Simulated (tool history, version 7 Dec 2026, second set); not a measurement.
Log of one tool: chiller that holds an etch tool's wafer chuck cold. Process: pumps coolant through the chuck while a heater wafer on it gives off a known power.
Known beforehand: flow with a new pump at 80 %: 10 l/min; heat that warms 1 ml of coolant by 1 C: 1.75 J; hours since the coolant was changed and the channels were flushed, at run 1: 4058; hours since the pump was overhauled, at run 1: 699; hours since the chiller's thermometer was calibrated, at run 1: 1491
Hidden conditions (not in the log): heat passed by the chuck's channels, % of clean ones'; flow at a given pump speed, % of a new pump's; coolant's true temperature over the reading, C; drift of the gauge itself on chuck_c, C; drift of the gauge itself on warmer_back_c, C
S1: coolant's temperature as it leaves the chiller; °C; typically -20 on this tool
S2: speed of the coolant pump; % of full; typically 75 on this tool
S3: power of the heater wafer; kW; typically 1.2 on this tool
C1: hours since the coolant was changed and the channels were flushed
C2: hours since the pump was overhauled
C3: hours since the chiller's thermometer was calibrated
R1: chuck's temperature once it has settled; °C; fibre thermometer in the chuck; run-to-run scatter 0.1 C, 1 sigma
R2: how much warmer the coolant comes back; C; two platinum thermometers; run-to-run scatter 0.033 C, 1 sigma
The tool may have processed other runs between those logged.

{"run": 1, "day": 0.0, "S1": -20, "S2": 75, "S3": 1.2, "C1": 4058, "C2": 699, "C3": 1491, "R1": -7.8, "R2": 4.39}
{"run": 2, "day": 2.008, "S1": -30, "S2": 75, "S3": 1.2, "C1": 4106, "C2": 748, "C3": 1539, "R1": -17.8, "R2": 4.43}
{"run": 3, "day": 3.029, "S1": -30, "S2": 75, "S3": 1.2, "C1": 4130, "C2": 772, "C3": 1563, "R1": -17.8, "R2": 4.44}
{"run": 4, "day": 4.154, "S1": -30, "S2": 75, "S3": 1.2, "C1": 4157, "C2": 799, "C3": 1590, "R1": -17.8, "R2": 4.44}
{"run": 5, "day": 6.308, "S1": -30, "S2": 75, "S3": 1.2, "C1": 4209, "C2": 851, "C3": 1642, "R1": -17.9, "R2": 4.42}
{"run": 6, "day": 8.383, "S1": -20, "S2": 75, "S3": 1.2, "C1": 4259, "C2": 901, "C3": 1692, "R1": -7.7, "R2": 4.39}
{"run": 7, "day": 9.608, "S1": -20, "S2": 75, "S3": 1.2, "C1": 4288, "C2": 930, "C3": 1721, "R1": -7.8, "R2": 4.41}
{"run": 8, "day": 11.2, "S1": -20, "S2": 75, "S3": 1.515, "C1": 4326, "C2": 968, "C3": 1760, "R1": -4.6, "R2": 5.53}
{"run": 9, "day": 13.175, "S1": -20, "S2": 90, "S3": 1.2, "C1": 4374, "C2": 1016, "C3": 1807, "R1": -10, "R2": 3.52}
{"run": 10, "day": 14.771, "S1": -20, "S2": 78, "S3": 1.2, "C1": 4412, "C2": 1054, "C3": 1845, "R1": -8.2, "R2": 4.14}
{"run": 11, "day": 15.862, "S1": -20, "S2": 78, "S3": 1.2, "C1": 4438, "C2": 1080, "C3": 1871, "R1": -8.3, "R2": 4.08}
{"run": 12, "day": 17.892, "S1": -20, "S2": 75, "S3": 1.2, "C1": 4487, "C2": 1129, "C3": 1920, "R1": -7.8, "R2": 4.29}
{"run": 13, "day": 18.983, "S1": -28, "S2": 75, "S3": 1.2, "C1": 4513, "C2": 1155, "C3": 1946, "R1": -15.7, "R2": 4.3}
{"run": 14, "day": 20.158, "S1": -20, "S2": 90, "S3": 1.2, "C1": 4541, "C2": 1183, "C3": 1975, "R1": -9.7, "R2": 3.48}
{"run": 15, "day": 21.112, "S1": -20, "S2": 90, "S3": 1.2, "C1": 4564, "C2": 1206, "C3": 1997, "R1": -9.7, "R2": 3.52}
{"run": 16, "day": 22.404, "S1": -20, "S2": 76, "S3": 1.2, "C1": 4595, "C2": 1237, "C3": 2028, "R1": -7.8, "R2": 4.2}
{"run": 17, "day": 23.771, "S1": -20, "S2": 76, "S3": 1.2, "C1": 4628, "C2": 1270, "C3": 2061, "R1": -7.9, "R2": 4.15}
{"run": 18, "day": 25.829, "S1": -20, "S2": 86, "S3": 1.657, "C1": 4677, "C2": 1319, "C3": 2111, "R1": -5.4, "R2": 5.06}
{"run": 19, "day": 27.742, "S1": -21, "S2": 84, "S3": 1.657, "C1": 4723, "C2": 1365, "C3": 2157, "R1": -6, "R2": 5.15}
{"run": 20, "day": 29.8, "S1": -17, "S2": 73, "S3": 0.762, "C1": 4773, "C2": 1415, "C3": 2206, "R1": -9.2, "R2": 2.7}
{"run": 21, "day": 30.988, "S1": -17, "S2": 73, "S3": 0.762, "C1": 4801, "C2": 1443, "C3": 2234, "R1": -8.9, "R2": 2.69}
{"run": 22, "day": 32.625, "S1": -17, "S2": 73, "S3": 0.762, "C1": 4841, "C2": 1482, "C3": 2274, "R1": -9, "R2": 2.69}
{"run": 23, "day": 33.933, "S1": -20, "S2": 78, "S3": 1.2, "C1": 4872, "C2": 1514, "C3": 2305, "R1": -8.1, "R2": 4.02}
{"run": 24, "day": 35.558, "S1": -14, "S2": 66, "S3": 0.898, "C1": 4911, "C2": 1553, "C3": 2344, "R1": -3.5, "R2": 3.6}
{"run": 25, "day": 37.296, "S1": -14, "S2": 66, "S3": 0.898, "C1": 4953, "C2": 1594, "C3": 2386, "R1": -3.6, "R2": 3.59}
{"run": 26, "day": 38.879, "S1": -14, "S2": 66, "S3": 0.898, "C1": 4991, "C2": 1633, "C3": 2424, "R1": -3.5, "R2": 3.51}
{"run": 27, "day": 40.833, "S1": -25, "S2": 74, "S3": 0.868, "C1": 5038, "C2": 1679, "C3": 2471, "R1": -15.9, "R2": 2.95}
{"run": 28, "day": 42.65, "S1": -18, "S2": 84, "S3": 1.545, "C1": 5081, "C2": 1723, "C3": 2514, "R1": -3.7, "R2": 4.69}

Below are 4 alternative next runs, each starting from the tool's condition after run 28. Predict each:
{"run": "A", "day": 44.75, "S1": -15, "S2": 64, "S3": 1.606, "C1": 5132, "C2": 1773, "C3": 2565, "R1": "?", "R2": "?"}
{"run": "B", "day": 44.75, "S1": -10, "S2": 75, "S3": 1.196, "C1": 5132, "C2": 1773, "C3": 2565, "R1": "?", "R2": "?"}
{"run": "C", "day": 44.75, "S1": -16, "S2": 64, "S3": 0.6, "C1": 5132, "C2": 1773, "C3": 2565, "R1": "?", "R2": "?"}
{"run": "D", "day": 44.75, "S1": -18, "S2": 87, "S3": 1.567, "C1": 5132, "C2": 1773, "C3": 2565, "R1": "?", "R2": "?"}

run=A R1=4.3 R2=6.67
run=B R1=2.1 R2=4.08
run=C R1=-8.7 R2=2.32
run=D R1=-4.5 R2=4.59
Take away the tool's hidden state, keep each run's random variation, and the runs would have read:
run=A R1=4.3 R2=7.01
run=B R1=2.1 R2=4.41
run=C R1=-8.7 R2=2.66
run=D R1=-4.5 R2=4.93
